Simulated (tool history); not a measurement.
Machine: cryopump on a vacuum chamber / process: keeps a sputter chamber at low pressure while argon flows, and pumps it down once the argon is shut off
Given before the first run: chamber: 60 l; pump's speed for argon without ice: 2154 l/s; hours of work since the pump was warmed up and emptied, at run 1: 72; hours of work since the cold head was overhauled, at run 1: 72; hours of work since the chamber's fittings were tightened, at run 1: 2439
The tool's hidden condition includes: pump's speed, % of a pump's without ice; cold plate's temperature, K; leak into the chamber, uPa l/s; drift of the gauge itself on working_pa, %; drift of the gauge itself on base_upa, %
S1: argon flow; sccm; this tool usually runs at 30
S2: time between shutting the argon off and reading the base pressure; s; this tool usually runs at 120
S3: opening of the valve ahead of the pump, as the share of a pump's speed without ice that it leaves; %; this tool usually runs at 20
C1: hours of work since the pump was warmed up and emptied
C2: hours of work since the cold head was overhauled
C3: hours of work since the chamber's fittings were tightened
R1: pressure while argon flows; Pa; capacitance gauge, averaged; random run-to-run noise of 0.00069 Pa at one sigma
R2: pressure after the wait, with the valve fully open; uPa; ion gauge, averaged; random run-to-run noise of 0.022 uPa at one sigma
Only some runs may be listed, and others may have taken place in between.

{"run": 1, "hour": 0.0, "S1": 30, "S2": 120, "S3": 20, "C1": 72, "C2": 72, "C3": 2439, "R1": 0.1186, "R2": 1.96}
{"run": 2, "hour": 94.2, "S1": 30, "S2": 120, "S3": 20, "C1": 132, "C2": 132, "C3": 2498, "R1": 0.1197, "R2": 2.02}
{"hour": 186.7, "done": "leaking fittings of the chamber tightened, without venting"}
{"run": 3, "hour": 202.3, "S1": 30, "S2": 120, "S3": 20, "C1": 200, "C2": 200, "C3": 10, "R1": 0.1222, "R2": 0.68}
{"run": 4, "hour": 305.8, "S1": 14, "S2": 120, "S3": 20, "C1": 266, "C2": 266, "C3": 76, "R1": 0.0569, "R2": 0.69}
{"run": 5, "hour": 388.1, "S1": 14, "S2": 120, "S3": 20, "C1": 318, "C2": 318, "C3": 128, "R1": 0.0571, "R2": 0.73}
{"run": 6, "hour": 500.8, "S1": 22, "S2": 120, "S3": 20, "C1": 390, "C2": 390, "C3": 200, "R1": 0.0928, "R2": 0.81}
{"hour": 589.8, "done": "pump warmed up, emptied and cooled again"}
{"run": 7, "hour": 595.4, "S1": 22, "S2": 42, "S3": 20, "C1": 4, "C2": 447, "C3": 257, "R1": 0.0863, "R2": 1.64}
{"run": 8, "hour": 679.3, "S1": 22, "S2": 42, "S3": 20, "C1": 57, "C2": 500, "C3": 310, "R1": 0.0857, "R2": 1.67}
{"run": 9, "hour": 773.3, "S1": 30, "S2": 120, "S3": 26, "C1": 117, "C2": 560, "C3": 370, "R1": 0.0937, "R2": 0.87}
{"run": 10, "hour": 863.4, "S1": 30, "S2": 120, "S3": 26, "C1": 174, "C2": 617, "C3": 427, "R1": 0.094, "R2": 0.91}
{"run": 11, "hour": 909.9, "S1": 30, "S2": 120, "S3": 26, "C1": 204, "C2": 647, "C3": 457, "R1": 0.0944, "R2": 0.92}
{"run": 12, "hour": 978.6, "S1": 30, "S2": 120, "S3": 26, "C1": 247, "C2": 690, "C3": 501, "R1": 0.0949, "R2": 0.96}
{"run": 13, "hour": 1088.7, "S1": 30, "S2": 120, "S3": 26, "C1": 317, "C2": 760, "C3": 571, "R1": 0.0963, "R2": 1.01}
{"run": 14, "hour": 1182.8, "S1": 30, "S2": 120, "S3": 26, "C1": 377, "C2": 820, "C3": 630, "R1": 0.0997, "R2": 1.06}
{"run": 15, "hour": 1258.8, "S1": 30, "S2": 120, "S3": 26, "C1": 426, "C2": 869, "C3": 679, "R1": 0.0995, "R2": 1.16}
{"hour": 1292.7, "done": "pump warmed up, emptied and cooled again"}
{"run": 16, "hour": 1350.5, "S1": 30, "S2": 157, "S3": 52, "C1": 37, "C2": 924, "C3": 734, "R1": 0.0458, "R2": 0.86}
{"run": 17, "hour": 1456.2, "S1": 30, "S2": 157, "S3": 52, "C1": 104, "C2": 991, "C3": 801, "R1": 0.0473, "R2": 0.96}
{"run": 18, "hour": 1519.0, "S1": 24, "S2": 33, "S3": 33, "C1": 144, "C2": 1031, "C3": 841, "R1": 0.0591, "R2": 2.33}
{"run": 19, "hour": 1596.9, "S1": 35, "S2": 89, "S3": 20, "C1": 194, "C2": 1080, "C3": 891, "R1": 0.1401, "R2": 1.38}
{"run": 20, "hour": 1694.6, "S1": 35, "S2": 22, "S3": 20, "C1": 256, "C2": 1143, "C3": 953, "R1": 0.143, "R2": 3.31}
{"run": 21, "hour": 1749.0, "S1": 12, "S2": 99, "S3": 25, "C1": 290, "C2": 1177, "C3": 987, "R1": 0.0404, "R2": 1.39}
{"run": 22, "hour": 1842.7, "S1": 40, "S2": 93, "S3": 20, "C1": 350, "C2": 1237, "C3": 1047, "R1": 0.1655, "R2": 1.51}
{"run": 23, "hour": 1953.9, "S1": 28, "S2": 175, "S3": 44, "C1": 421, "C2": 1308, "C3": 1118, "R1": 0.0574, "R2": 1.29}
{"hour": 1997.3, "done": "pump warmed up, emptied and cooled again"}
{"run": 24, "hour": 2058.8, "S1": 14, "S2": 21, "S3": 16, "C1": 39, "C2": 1371, "C3": 1181, "R1": 0.0695, "R2": 3.44}
{"run": 25, "hour": 2137.5, "S1": 13, "S2": 120, "S3": 17, "C1": 89, "C2": 1421, "C3": 1231, "R1": 0.061, "R2": 1.33}
{"run": 26, "hour": 2191.2, "S1": 16, "S2": 120, "S3": 37, "C1": 123, "C2": 1455, "C3": 1265, "R1": 0.0346, "R2": 1.39}
{"run": 27, "hour": 2300.2, "S1": 19, "S2": 120, "S3": 27, "C1": 193, "C2": 1525, "C3": 1335, "R1": 0.058, "R2": 1.42}
{"run": 28, "hour": 2397.0, "S1": 19, "S2": 120, "S3": 27, "C1": 254, "C2": 1586, "C3": 1396, "R1": 0.0575, "R2": 1.51}
{"run": 29, "hour": 2445.5, "S1": 30, "S2": 40, "S3": 20, "C1": 285, "C2": 1617, "C3": 1427, "R1": 0.124, "R2": 2.49}

Here are 5 independent what-if runs from the current tool condition. What would each one return?
{"run": "A", "hour": 2541.8, "S1": 21, "S2": 40, "S3": 26, "C1": 346, "C2": 1678, "C3": 1488, "R1": "?", "R2": "?"}
{"run": "B", "hour": 2541.8, "S1": 30, "S2": 157, "S3": 20, "C1": 346, "C2": 1678, "C3": 1488, "R1": "?", "R2": "?"}
{"run": "C", "hour": 2541.8, "S1": 22, "S2": 46, "S3": 38, "C1": 346, "C2": 1678, "C3": 1488, "R1": "?", "R2": "?"}
{"run": "D", "hour": 2541.8, "S1": 18, "S2": 57, "S3": 22, "C1": 346, "C2": 1678, "C3": 1488, "R1": "?", "R2": "?"}
{"run": "E", "hour": 2541.8, "S1": 32, "S2": 90, "S3": 52, "C1": 346, "C2": 1678, "C3": 1488, "R1": "?", "R2": "?"}

run=A R1=0.069 R2=2.57
run=B R1=0.1254 R2=1.58
run=C R1=0.0498 R2=2.44
run=D R1=0.069 R2=2.19
run=E R1=0.0572 R2=1.71
Stripped of hidden state, with their random variation kept, the same runs would have yielded:
run=A R1=0.0641 R2=1.53
run=B R1=0.1183 R2=0.53
run=C R1=0.0446 R2=1.38
run=D R1=0.0647 R2=1.13
run=E R1=0.0496 R2=0.7
